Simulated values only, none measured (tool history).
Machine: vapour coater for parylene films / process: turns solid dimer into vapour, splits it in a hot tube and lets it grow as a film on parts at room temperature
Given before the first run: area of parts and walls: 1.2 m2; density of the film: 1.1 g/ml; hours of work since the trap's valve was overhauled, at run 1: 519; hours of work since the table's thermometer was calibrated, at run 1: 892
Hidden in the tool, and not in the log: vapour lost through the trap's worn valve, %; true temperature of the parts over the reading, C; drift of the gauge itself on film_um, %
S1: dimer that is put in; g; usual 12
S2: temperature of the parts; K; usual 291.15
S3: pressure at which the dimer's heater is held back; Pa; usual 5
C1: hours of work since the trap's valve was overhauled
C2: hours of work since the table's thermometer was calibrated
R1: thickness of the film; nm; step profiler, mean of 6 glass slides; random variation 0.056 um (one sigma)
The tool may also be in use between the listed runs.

run	hour	S1	S2	S3	C1	C2	R1
1	0	12	291.15	5	519	892	6050
2	20.5	12	291.15	5	530	903	5990
3	42.2	12	291.15	5	542	915	5800
4	73.2	12	297.15	5	559	932	5290
# hour 98.8: trap's valve overhauled
5	105.3	12	297.15	5	4	948	5820
6	130.6	12	291.15	6.51	18	962	6010
7	163.8	13	293.15	7.14	36	980	6160
8	186	19	293.15	7.45	48	993	8990
9	225.9	13	293.15	11.61	70	1015	5580
10	260.1	13	293.15	11.61	89	1034	5480
11	289.1	13	293.15	11.61	105	1050	5580

Branching from run 11: 3 alternative next runs. What would each branch give?
A	324.1	19	289.15	4.57	125	1069	?
B	324.1	8	290.15	3.27	125	1069	?
C	324.1	9	293.15	2.21	125	1069	?

run	R1
A	10590
B	4690
C	5500
With the hidden condition removed and each run's random variation left untouched, the same runs would have given:
run	R1
A	11000
B	4870
C	5710
